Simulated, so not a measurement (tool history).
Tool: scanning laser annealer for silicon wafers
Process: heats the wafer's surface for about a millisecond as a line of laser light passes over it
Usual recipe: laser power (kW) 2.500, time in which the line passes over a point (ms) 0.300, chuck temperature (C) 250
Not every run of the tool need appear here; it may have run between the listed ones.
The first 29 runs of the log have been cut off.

| run | hour | laser power (kW) | time in which the line passes over a point (ms) | chuck temperature (C) | highest temperature of the surface (C) |
|---|---|---|---|---|---|
| 30 | 306.5 | 2.548 | 0.256 | 260 | 902 |
| 31 | 317.6 | 2.548 | 0.256 | 260 | 897 |
| 32 | 329.7 | 2.548 | 0.256 | 260 | 898 |
| 33 | 336.2 | 2.500 | 0.280 | 275 | 929 |
| 34 | 344.4 | 2.500 | 0.280 | 275 | 929 |
| 35 | 353.5 | 2.500 | 0.280 | 275 | 927 |
| 36 | 365.6 | 2.519 | 0.300 | 250 | 932 |
| 37 | 379.2 | 2.519 | 0.300 | 250 | 930 |
|  | 390.2 | optics aligned, line set to its width |
| 38 | 391.1 | 2.196 | 0.347 | 220 | 858 |
| 39 | 399.7 | 2.422 | 0.236 | 261 | 852 |
| 40 | 407.5 | 2.381 | 0.233 | 215 | 791 |
| 41 | 417.6 | 2.335 | 0.302 | 243 | 884 |
| 42 | 427.1 | 2.335 | 0.365 | 243 | 949 |

3 options for the next run, each taken on its own from the tool as it stands now. Forecast them:
| A | 437.1 | 2.298 | 0.300 | 250 | ? |
| B | 437.1 | 2.137 | 0.365 | 283 | ? |
| C | 437.1 | 2.394 | 0.265 | 250 | ? |

| run | highest temperature of the surface (C) |
|---|---|
| A | 876 |
| B | 916 |
| C | 872 |
With the hidden condition removed and each run's random variation left untouched, the same runs would have given:
| run | highest temperature of the surface (C) |
|---|---|
| A | 886 |
| B | 926 |
| C | 882 |
